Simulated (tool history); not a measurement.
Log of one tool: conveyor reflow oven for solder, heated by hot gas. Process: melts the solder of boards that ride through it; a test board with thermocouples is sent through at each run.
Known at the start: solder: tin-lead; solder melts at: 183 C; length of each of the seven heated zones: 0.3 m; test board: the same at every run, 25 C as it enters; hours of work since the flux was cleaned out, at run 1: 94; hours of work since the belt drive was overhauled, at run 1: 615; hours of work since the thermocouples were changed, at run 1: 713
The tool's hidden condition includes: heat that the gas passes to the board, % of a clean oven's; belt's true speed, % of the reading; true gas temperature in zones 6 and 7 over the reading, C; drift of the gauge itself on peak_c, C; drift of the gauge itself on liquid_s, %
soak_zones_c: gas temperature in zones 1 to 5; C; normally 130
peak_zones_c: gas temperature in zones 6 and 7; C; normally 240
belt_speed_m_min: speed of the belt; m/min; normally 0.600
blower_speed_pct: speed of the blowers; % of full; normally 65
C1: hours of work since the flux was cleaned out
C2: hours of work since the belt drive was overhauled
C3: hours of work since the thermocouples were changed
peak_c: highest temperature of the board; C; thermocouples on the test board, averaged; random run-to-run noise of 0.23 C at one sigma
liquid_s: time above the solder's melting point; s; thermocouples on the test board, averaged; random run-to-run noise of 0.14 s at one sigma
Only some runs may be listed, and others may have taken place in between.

run 1 hour=0.0 | soak_zones_c=130 peak_zones_c=240 belt_speed_m_min=0.600 blower_speed_pct=65 | C1=94 C2=615 C3=713 | peak_c=214.5 liquid_s=40.1
run 2 hour=46.7 | soak_zones_c=130 peak_zones_c=240 belt_speed_m_min=0.600 blower_speed_pct=65 | C1=126 C2=647 C3=745 | peak_c=213.7 liquid_s=40.0
run 3 hour=68.4 | soak_zones_c=130 peak_zones_c=240 belt_speed_m_min=0.600 blower_speed_pct=65 | C1=140 C2=662 C3=760 | peak_c=214.0 liquid_s=39.8
run 4 hour=99.2 | soak_zones_c=130 peak_zones_c=240 belt_speed_m_min=0.600 blower_speed_pct=65 | C1=161 C2=683 C3=780 | peak_c=213.3 liquid_s=39.5
-- hour=126.4 flux residue cleaned out of gas plates and filters
run 5 hour=152.0 | soak_zones_c=130 peak_zones_c=240 belt_speed_m_min=0.600 blower_speed_pct=65 | C1=17 C2=715 C3=813 | peak_c=211.4 liquid_s=37.8
run 6 hour=180.3 | soak_zones_c=130 peak_zones_c=240 belt_speed_m_min=0.600 blower_speed_pct=65 | C1=36 C2=734 C3=832 | peak_c=211.5 liquid_s=37.7
run 7 hour=227.9 | soak_zones_c=130 peak_zones_c=240 belt_speed_m_min=0.600 blower_speed_pct=65 | C1=69 C2=766 C3=864 | peak_c=210.7 liquid_s=37.1
run 8 hour=255.3 | soak_zones_c=130 peak_zones_c=240 belt_speed_m_min=0.600 blower_speed_pct=65 | C1=87 C2=785 C3=883 | peak_c=210.4 liquid_s=36.9
-- hour=292.7 flux residue cleaned out of gas plates and filters, once more
run 9 hour=293.6 | soak_zones_c=130 peak_zones_c=240 belt_speed_m_min=0.600 blower_speed_pct=65 | C1=1 C2=807 C3=905 | peak_c=215.7 liquid_s=41.4
run 10 hour=325.8 | soak_zones_c=130 peak_zones_c=253 belt_speed_m_min=0.600 blower_speed_pct=65 | C1=22 C2=829 C3=927 | peak_c=226.1 liquid_s=47.5
run 11 hour=377.7 | soak_zones_c=130 peak_zones_c=253 belt_speed_m_min=0.600 blower_speed_pct=65 | C1=58 C2=864 C3=962 | peak_c=225.0 liquid_s=47.3
run 12 hour=428.8 | soak_zones_c=130 peak_zones_c=253 belt_speed_m_min=0.600 blower_speed_pct=65 | C1=92 C2=899 C3=997 | peak_c=224.6 liquid_s=46.8
run 13 hour=455.9 | soak_zones_c=130 peak_zones_c=240 belt_speed_m_min=0.600 blower_speed_pct=65 | C1=110 C2=917 C3=1015 | peak_c=213.8 liquid_s=40.1
run 14 hour=493.9 | soak_zones_c=130 peak_zones_c=240 belt_speed_m_min=0.600 blower_speed_pct=65 | C1=136 C2=943 C3=1041 | peak_c=213.8 liquid_s=39.6
run 15 hour=527.6 | soak_zones_c=130 peak_zones_c=240 belt_speed_m_min=0.600 blower_speed_pct=65 | C1=159 C2=966 C3=1064 | peak_c=213.4 liquid_s=39.2
-- hour=560.0 flux residue cleaned out of gas plates and filters
run 16 hour=573.2 | soak_zones_c=130 peak_zones_c=240 belt_speed_m_min=0.600 blower_speed_pct=65 | C1=9 C2=993 C3=1091 | peak_c=214.9 liquid_s=41.0
run 17 hour=623.9 | soak_zones_c=123 peak_zones_c=235 belt_speed_m_min=0.600 blower_speed_pct=65 | C1=43 C2=1028 C3=1125 | peak_c=209.0 liquid_s=34.7
run 18 hour=675.1 | soak_zones_c=123 peak_zones_c=235 belt_speed_m_min=0.600 blower_speed_pct=65 | C1=78 C2=1062 C3=1160 | peak_c=208.6 liquid_s=34.4
run 19 hour=710.9 | soak_zones_c=119 peak_zones_c=240 belt_speed_m_min=0.671 blower_speed_pct=65 | C1=102 C2=1087 C3=1184 | peak_c=206.3 liquid_s=27.8
run 20 hour=737.3 | soak_zones_c=119 peak_zones_c=232 belt_speed_m_min=0.671 blower_speed_pct=65 | C1=120 C2=1104 C3=1202 | peak_c=199.8 liquid_s=22.2
run 21 hour=779.1 | soak_zones_c=119 peak_zones_c=230 belt_speed_m_min=0.671 blower_speed_pct=65 | C1=148 C2=1133 C3=1231 | peak_c=197.2 liquid_s=20.0
run 22 hour=819.1 | soak_zones_c=130 peak_zones_c=243 belt_speed_m_min=0.600 blower_speed_pct=57 | C1=175 C2=1160 C3=1258 | peak_c=211.9 liquid_s=38.2
-- hour=827.6 flux residue cleaned out of gas plates and filters
run 23 hour=863.3 | soak_zones_c=128 peak_zones_c=233 belt_speed_m_min=0.545 blower_speed_pct=65 | C1=24 C2=1186 C3=1284 | peak_c=212.3 liquid_s=43.3
run 24 hour=902.4 | soak_zones_c=128 peak_zones_c=234 belt_speed_m_min=0.676 blower_speed_pct=65 | C1=51 C2=1213 C3=1311 | peak_c=204.4 liquid_s=27.8
run 25 hour=955.8 | soak_zones_c=128 peak_zones_c=254 belt_speed_m_min=0.676 blower_speed_pct=65 | C1=87 C2=1249 C3=1347 | peak_c=219.4 liquid_s=38.2
run 26 hour=996.2 | soak_zones_c=144 peak_zones_c=255 belt_speed_m_min=0.600 blower_speed_pct=78 | C1=114 C2=1276 C3=1374 | peak_c=232.9 liquid_s=55.1
run 27 hour=1048.8 | soak_zones_c=115 peak_zones_c=255 belt_speed_m_min=0.706 blower_speed_pct=78 | C1=150 C2=1312 C3=1410 | peak_c=218.8 liquid_s=34.2
run 28 hour=1077.5 | soak_zones_c=130 peak_zones_c=250 belt_speed_m_min=0.711 blower_speed_pct=65 | C1=169 C2=1331 C3=1429 | peak_c=212.5 liquid_s=32.7
-- hour=1092.3 flux residue cleaned out of gas plates and filters
run 29 hour=1120.9 | soak_zones_c=120 peak_zones_c=251 belt_speed_m_min=0.711 blower_speed_pct=65 | C1=19 C2=1357 C3=1455 | peak_c=213.3 liquid_s=31.5
run 30 hour=1166.1 | soak_zones_c=120 peak_zones_c=251 belt_speed_m_min=0.711 blower_speed_pct=65 | C1=50 C2=1388 C3=1486 | peak_c=213.0 liquid_s=30.9

Forecast each of these 3 alternatives for the next run:
-- hour=1177.2 thermocouples of zones 6 and 7 changed
run A hour=1195.9 | soak_zones_c=144 peak_zones_c=251 belt_speed_m_min=0.630 blower_speed_pct=65 | C1=69 C2=1407 C3=13 | peak_c=? liquid_s=?
-- hour=1177.2 thermocouples of zones 6 and 7 changed
run B hour=1195.9 | soak_zones_c=120 peak_zones_c=237 belt_speed_m_min=0.700 blower_speed_pct=65 | C1=69 C2=1407 C3=13 | peak_c=? liquid_s=?
-- hour=1177.2 thermocouples of zones 6 and 7 changed
run C hour=1195.9 | soak_zones_c=139 peak_zones_c=244 belt_speed_m_min=0.711 blower_speed_pct=65 | C1=69 C2=1407 C3=13 | peak_c=? liquid_s=?

run=A peak_c=226.8 liquid_s=49.3
run=B peak_c=204.7 liquid_s=25.6
run=C peak_c=214.6 liquid_s=35.5
What these runs would have given with no unlogged condition in the tool:
run=A peak_c=226.9 liquid_s=48.4
run=B peak_c=204.9 liquid_s=25.3
run=C peak_c=214.8 liquid_s=35.0

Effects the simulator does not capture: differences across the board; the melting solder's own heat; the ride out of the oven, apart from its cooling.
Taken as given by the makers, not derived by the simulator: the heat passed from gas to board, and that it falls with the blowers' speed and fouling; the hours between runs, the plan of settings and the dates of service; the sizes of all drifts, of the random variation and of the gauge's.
